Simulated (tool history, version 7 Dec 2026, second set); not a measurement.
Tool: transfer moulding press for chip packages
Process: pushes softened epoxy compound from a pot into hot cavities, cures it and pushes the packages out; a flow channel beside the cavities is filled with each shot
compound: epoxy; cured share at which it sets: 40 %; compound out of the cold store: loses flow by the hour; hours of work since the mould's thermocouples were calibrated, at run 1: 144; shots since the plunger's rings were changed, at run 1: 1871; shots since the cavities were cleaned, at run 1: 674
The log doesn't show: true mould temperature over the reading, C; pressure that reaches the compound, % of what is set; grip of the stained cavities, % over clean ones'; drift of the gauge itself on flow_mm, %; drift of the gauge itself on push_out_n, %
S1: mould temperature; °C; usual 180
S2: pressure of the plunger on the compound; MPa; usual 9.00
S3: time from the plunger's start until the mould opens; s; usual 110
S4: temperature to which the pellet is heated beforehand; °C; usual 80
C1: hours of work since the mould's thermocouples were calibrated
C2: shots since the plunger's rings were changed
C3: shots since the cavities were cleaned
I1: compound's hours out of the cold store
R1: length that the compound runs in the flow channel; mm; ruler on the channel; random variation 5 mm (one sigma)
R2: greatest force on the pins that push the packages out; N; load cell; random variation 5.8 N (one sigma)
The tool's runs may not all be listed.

run 1 hour=0.0 | S1=180 S2=9.00 S3=110 S4=80 | C1=144 C2=1871 C3=674 | I1=9.0 | R1=803 R2=410
run 2 hour=22.1 | S1=180 S2=9.00 S3=110 S4=82 | C1=154 C2=2026 C3=829 | I1=38.2 | R1=748 R2=411
run 3 hour=36.8 | S1=180 S2=8.82 S3=110 S4=82 | C1=160 C2=2129 C3=932 | I1=24.3 | R1=772 R2=428
-- hour=42.1 cavities cleaned with cleaning compound and waxed
run 4 hour=64.0 | S1=180 S2=8.82 S3=110 S4=82 | C1=171 C2=2309 C3=153 | I1=47.2 | R1=745 R2=288
run 5 hour=75.9 | S1=187 S2=9.00 S3=110 S4=80 | C1=176 C2=2393 C3=237 | I1=10.3 | R1=766 R2=277
run 6 hour=100.2 | S1=180 S2=9.00 S3=110 S4=80 | C1=186 C2=2562 C3=406 | I1=25.6 | R1=771 R2=369
run 7 hour=124.0 | S1=180 S2=10.21 S3=110 S4=80 | C1=196 C2=2730 C3=574 | I1=33.2 | R1=795 R2=384
run 8 hour=139.3 | S1=180 S2=10.21 S3=110 S4=80 | C1=203 C2=2836 C3=680 | I1=29.9 | R1=803 R2=407
run 9 hour=153.5 | S1=180 S2=10.21 S3=110 S4=80 | C1=209 C2=2936 C3=780 | I1=44.4 | R1=787 R2=399
-- hour=182.8 cavities cleaned with cleaning compound and waxed
run 10 hour=183.1 | S1=177 S2=10.21 S3=110 S4=80 | C1=221 C2=3133 C3=2 | I1=28.0 | R1=814 R2=240
run 11 hour=211.3 | S1=177 S2=10.21 S3=110 S4=80 | C1=233 C2=3331 C3=200 | I1=38.4 | R1=795 R2=334
run 12 hour=228.5 | S1=175 S2=10.21 S3=110 S4=80 | C1=240 C2=3452 C3=321 | I1=41.3 | R1=799 R2=412
run 13 hour=248.1 | S1=177 S2=10.21 S3=90 S4=80 | C1=249 C2=3588 C3=457 | I1=40.3 | R1=783 R2=599
run 14 hour=261.4 | S1=187 S2=10.85 S3=138 S4=77 | C1=254 C2=3682 C3=551 | I1=34.8 | R1=795 R2=359
run 15 hour=278.0 | S1=180 S2=10.35 S3=94 S4=88 | C1=262 C2=3799 C3=668 | I1=47.7 | R1=769 R2=492
run 16 hour=295.3 | S1=180 S2=7.40 S3=109 S4=90 | C1=269 C2=3920 C3=789 | I1=15.9 | R1=696 R2=431
run 17 hour=315.9 | S1=180 S2=7.40 S3=109 S4=90 | C1=278 C2=4064 C3=933 | I1=16.3 | R1=691 R2=448
-- hour=321.1 cavities cleaned with cleaning compound and waxed
-- hour=325.1 plunger's sealing rings changed
run 18 hour=341.8 | S1=180 S2=7.40 S3=102 S4=72 | C1=287 C2=118 C3=128 | I1=24.9 | R1=727 R2=290
run 19 hour=364.8 | S1=178 S2=9.00 S3=110 S4=74 | C1=297 C2=279 C3=289 | I1=34.4 | R1=797 R2=353
run 20 hour=376.9 | S1=180 S2=9.00 S3=110 S4=85 | C1=302 C2=363 C3=373 | I1=11.9 | R1=821 R2=359
run 21 hour=390.9 | S1=176 S2=9.71 S3=94 S4=80 | C1=308 C2=461 C3=471 | I1=10.4 | R1=871 R2=605

Run 22 comes next. What will it give?
run 22 hour=407.4 | S1=182 S2=9.00 S3=110 S4=80 | C1=315 C2=577 C3=587 | I1=47.2 | R1=? R2=?

Run 22 gave R1 756 mm, R2 382 N.
Without the tool's hidden state the same run would have given R1 766 mm, R2 201 N.

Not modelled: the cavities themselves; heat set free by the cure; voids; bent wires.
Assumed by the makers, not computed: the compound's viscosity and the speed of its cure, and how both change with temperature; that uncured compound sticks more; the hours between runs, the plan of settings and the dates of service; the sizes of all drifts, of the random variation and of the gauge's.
